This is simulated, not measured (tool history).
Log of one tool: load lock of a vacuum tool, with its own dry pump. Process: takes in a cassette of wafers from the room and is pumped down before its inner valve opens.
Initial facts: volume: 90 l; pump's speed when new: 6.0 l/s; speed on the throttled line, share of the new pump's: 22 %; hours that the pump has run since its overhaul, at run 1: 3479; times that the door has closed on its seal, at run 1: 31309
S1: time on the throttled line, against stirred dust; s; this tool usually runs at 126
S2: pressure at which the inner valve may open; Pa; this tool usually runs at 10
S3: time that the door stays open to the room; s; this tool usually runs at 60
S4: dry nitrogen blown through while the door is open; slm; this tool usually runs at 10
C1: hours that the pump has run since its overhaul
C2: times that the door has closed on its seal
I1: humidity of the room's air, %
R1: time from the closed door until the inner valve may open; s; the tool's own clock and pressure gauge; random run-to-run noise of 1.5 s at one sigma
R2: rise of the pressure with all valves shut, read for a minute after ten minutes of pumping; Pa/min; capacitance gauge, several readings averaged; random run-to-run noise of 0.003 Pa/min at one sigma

run	day	S1	S2	S3	S4	C1	C2	I1	R1	R2
1	0.000	126	10	60	10	3479	31309	45.4	237.7	0.035
2	8.454	126	10	60	10	3682	32316	43.5	237.7	0.038
3	14.475	126	10	60	10	3826	33034	45.6	241.8	0.042
4	20.542	126	10	60	6	3972	33757	44.4	241.9	0.041
5	27.367	126	10	60	10	4136	34570	46.0	236.3	0.035
6	35.104	126	10	60	10	4321	35492	45.1	239.0	0.037
7	44.917	126	10	60	10	4557	36661	43.0	237.8	0.034
8	51.746	126	10	60	10	4721	37475	45.9	240.2	0.035
9	57.658	126	10	60	10	4863	38179	49.0	239.6	0.043
10	67.129	126	10	60	40	5090	39308	45.9	239.5	0.025
11	77.821	126	10	60	40	5347	40582	46.1	238.4	0.021
12	82.221	126	10	60	11	5452	41107	43.9	238.9	0.041
13	87.604	126	10	60	11	5581	41748	45.5	238.4	0.042
14	95.658	126	10	26	10	5775	42708	48.8	239.7	0.027
15	103.312	102	11	200	10	5958	43620	43.8	218.4	0.066
16	108.458	102	11	200	10	6082	44233	46.4	217.2	0.066
17	113.021	163	10	60	17	6191	44777	43.4	268.1	0.030
18	121.800	163	10	60	17	6402	45823	45.0	268.2	0.031
19	127.362	93	7	28	16	6536	46486	42.3	219.3	0.026
20	137.662	93	7	28	16	6783	47713	44.3	219.5	0.027
21	148.000	93	7	181	5	7031	48945	44.9	218.1	0.070
22	156.858	126	9	60	10	7243	50001	45.5	240.6	0.041
23	162.992	110	8	60	10	7391	50732	46.0	228.2	0.033
24	173.662	149	19	60	10	7647	52003	44.2	244.7	0.036
25	180.733	149	19	60	10	7816	52846	44.7	245.7	0.037

Consider 5 possible next runs. They are alternatives, not a sequence: every one starts from the tool as it was left by run 25. What does each give?
A	191.529	87	8	60	25	8076	54132	46.0	?	?
B	191.529	238	19	60	10	8076	54132	45.8	?	?
C	191.529	149	19	173	10	8076	54132	45.1	?	?
D	191.529	126	15	60	10	8076	54132	45.8	?	?
E	191.529	65	12	60	42	8076	54132	41.6	?	?

run	R1	R2
A	212.1	0.023
B	314.0	0.036
C	245.2	0.061
D	234.4	0.044
E	188.4	0.017
Had the tool no hidden state, the same runs would have come out as:
run	R1	R2
A	212.0	0.022
B	314.0	0.035
C	245.1	0.059
D	234.4	0.042
E	188.3	0.016
